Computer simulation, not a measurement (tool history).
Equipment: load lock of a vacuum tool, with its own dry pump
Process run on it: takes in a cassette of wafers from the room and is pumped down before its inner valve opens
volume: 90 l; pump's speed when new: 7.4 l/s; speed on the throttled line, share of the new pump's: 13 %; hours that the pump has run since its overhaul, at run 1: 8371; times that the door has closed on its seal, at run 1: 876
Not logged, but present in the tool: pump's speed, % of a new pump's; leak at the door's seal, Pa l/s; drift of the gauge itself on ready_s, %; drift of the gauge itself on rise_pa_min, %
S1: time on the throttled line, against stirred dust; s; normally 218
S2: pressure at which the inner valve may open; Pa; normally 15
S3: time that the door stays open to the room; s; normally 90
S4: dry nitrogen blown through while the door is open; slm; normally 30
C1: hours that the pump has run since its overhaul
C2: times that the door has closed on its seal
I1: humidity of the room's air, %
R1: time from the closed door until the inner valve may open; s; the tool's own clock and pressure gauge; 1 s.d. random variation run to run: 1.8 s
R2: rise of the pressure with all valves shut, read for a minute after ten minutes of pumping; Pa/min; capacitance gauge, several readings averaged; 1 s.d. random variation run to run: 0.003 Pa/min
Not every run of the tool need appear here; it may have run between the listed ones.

run,hour,S1,S2,S3,S4,C1,C2,I1,R1,R2
1,0.0,218,15,90,30,8371,876,46.3,303.0,0.019
2,508.3,218,15,143,30,8879,1515,43.8,305.8,0.029
3,911.5,218,15,143,30,9282,2022,46.4,307.2,0.042
4,1396.3,219,15,90,30,9767,2632,46.3,305.0,0.027
5,1971.1,219,15,90,30,10342,3355,43.4,310.1,0.038
6,2268.7,218,15,90,30,10640,3729,44.1,306.3,0.041
7,2701.1,218,15,90,30,11072,4273,48.6,307.9,0.046
8,2959.0,218,15,90,30,11330,4597,46.0,307.4,0.045
9,3516.5,218,15,90,30,11887,5298,42.9,304.6,0.052
10,4002.0,218,15,76,30,12373,5909,45.3,310.9,0.054
11,4389.1,218,15,76,30,12760,6395,46.8,310.9,0.063
12,4848.5,218,15,76,30,13219,6973,44.6,311.4,0.066
13,5331.2,120,15,76,30,13702,7580,46.1,225.5,0.067
14,5671.2,120,15,76,30,14042,8008,43.0,229.4,0.078
15,6284.1,120,15,76,30,14655,8778,45.3,229.7,0.079
# hour 6455.7: dry pump taken out, an overhauled one fitted
16,6732.9,120,15,76,30,277,9335,40.4,212.2,0.088
17,7293.6,116,15,90,30,838,10040,45.3,209.6,0.097
18,7724.5,218,19,90,30,1269,10582,48.6,297.0,0.106
19,8198.1,218,15,90,30,1742,11178,46.4,300.2,0.116
20,8504.6,218,15,90,30,2049,11563,46.4,295.8,0.124
21,9119.4,218,15,121,30,2664,12336,46.5,297.1,0.137
22,9404.3,218,19,121,12,2949,12695,43.1,295.2,0.154
23,9886.2,359,15,90,23,3430,13301,43.4,420.2,0.150
24,10410.9,359,15,90,23,3955,13961,45.6,419.1,0.157
25,10724.2,321,15,54,10,4268,14355,43.4,385.2,0.162
26,11083.7,218,15,90,11,4628,14807,44.3,302.0,0.168
27,11579.5,218,24,126,30,5124,15430,48.2,292.4,0.189

What does the tool deliver on the next run?
28,11939.9,204,28,39,8,5484,15883,47.0,?,?

R1: 282.5 s
R2: 0.185 Pa/min
Had the tool carried no hidden state, the very same run would have given R1 278.0 s, R2 0.019 Pa/min.
